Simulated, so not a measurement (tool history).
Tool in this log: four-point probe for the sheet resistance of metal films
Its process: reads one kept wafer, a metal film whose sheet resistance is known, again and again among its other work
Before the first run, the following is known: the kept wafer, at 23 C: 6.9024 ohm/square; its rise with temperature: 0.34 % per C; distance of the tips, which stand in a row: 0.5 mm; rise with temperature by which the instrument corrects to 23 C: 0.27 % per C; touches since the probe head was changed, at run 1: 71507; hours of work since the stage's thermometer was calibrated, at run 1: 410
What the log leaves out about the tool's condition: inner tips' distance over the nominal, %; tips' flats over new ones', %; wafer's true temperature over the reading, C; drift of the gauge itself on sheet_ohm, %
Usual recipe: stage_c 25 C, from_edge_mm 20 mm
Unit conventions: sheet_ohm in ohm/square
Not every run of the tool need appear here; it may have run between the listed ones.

run   hour  stage_c  from_edge_mm  touches since the probe head was changed  hours of work since the stage's thermometer was calibrated  sheet_ohm
  1    0.0       25            20                                     71507                                                         410   6.965852
  2   12.3       25             4                                     71889                                                         415   7.021722
  3   25.5       28            20                                     72297                                                         421   6.979842
  4   38.2       28            20                                     72689                                                         427   6.979829
  5   54.9       25            20                                     73206                                                         434   6.967193
  6   79.2       25            20                                     73956                                                         445   6.967290
  7   96.1       25            20                                     74481                                                         453   6.965958
  8  107.9       25            20                                     74844                                                         458   6.968052
  9  134.6       19            20                                     75672                                                         470   6.937718
 10  145.7       19            20                                     76014                                                         475   6.939167
 11  170.9       19             4                                     76794                                                         486   6.992716
     174.5  -- new probe head fitted
 12  188.5       19             4                                       434                                                         494   6.944694
 13  205.9       19             4                                       971                                                         501   6.946813
 14  227.3       19             4                                      1633                                                         511   6.945734
 15  249.8       19             4                                      2329                                                         521   6.942542
 16  268.4       19            16                                      2904                                                         529   6.891896
 17  280.3       19            16                                      3274                                                         535   6.891293
 18  305.4       25            20                                      4049                                                         546   6.916393
 19  320.2       25            20                                      4508                                                         553   6.922316
 20  346.5       25            20                                      5320                                                         565   6.923068
 21  363.6       20            20                                      5850                                                         572   6.897487
 22  380.4       25            20                                      6369                                                         580   6.919440
 23  394.7       25            20                                      6811                                                         586   6.919734
 24  421.0       20            73                                      7625                                                         598   6.894967
 25  437.6       20            73                                      8139                                                         605   6.896053
 26  449.8       19            33                                      8517                                                         611   6.891853
 27  475.3       21            57                                      9305                                                         622   6.901000
 28  494.4       18            28                                      9894                                                         631   6.887454
 29  516.0       33            40                                     10564                                                         641   6.960740
 30  541.8       33            40                                     11360                                                         652   6.959354
 31  567.3       25             5                                     12151                                                         664   6.960392
 32  588.0       31             3                                     12791                                                         673   7.052048
 33  608.5       31             3                                     13426                                                         682   7.052389
 34  623.5       28            20                                     13889                                                         689   6.939701
 35  642.8       23             7                                     14487                                                         697   6.929647
 36  658.8       34             8                                     14980                                                         705   6.980943
 37  673.3       34            24                                     15428                                                         711   6.968770
 38  695.7       34            24                                     16120                                                         721   6.967306
 39  720.6       25            26                                     16892                                                         732   6.926381
 40  744.6       27            36                                     17633                                                         743   6.933138
 41  757.3       20            36                                     18026                                                         749   6.899920
 42  778.7       20            36                                     18690                                                         758   6.901401
 43  805.4       20            36                                     19516                                                         770   6.904017
 44  818.5       25            39                                     19919                                                         776   6.926582
 45  835.9       19            20                                     20457                                                         784   6.898228

How would selected steps in sheet_ohm from run to run divide? Give the signed amount a tool lacking its hidden state would still show from settings, what came in and random variation, and the signed amount left for the hidden state, including any gauge scatter that is not in both of the compared results.
Run 10 -> 11: from_edge_mm 20 -> 4. sheet_ohm +0.053549 ohm/square: hidden state +0.000720, all else +0.052829.
Run 11 -> 12: new probe head fitted. sheet_ohm -0.048022 ohm/square: hidden state -0.049651, all else +0.001629.
Run 28 -> 29: stage_c 18 -> 33, from_edge_mm 28 -> 40. sheet_ohm +0.073286 ohm/square: hidden state +0.000666, all else +0.072620.
Run 31 -> 32: stage_c 25 -> 31, from_edge_mm 5 -> 3. sheet_ohm +0.091656 ohm/square: hidden state +0.000563, all else +0.091093.
Run 33 -> 34: stage_c 31 -> 28, from_edge_mm 3 -> 20. sheet_ohm -0.112688 ohm/square: hidden state +0.000056, all else -0.112744.
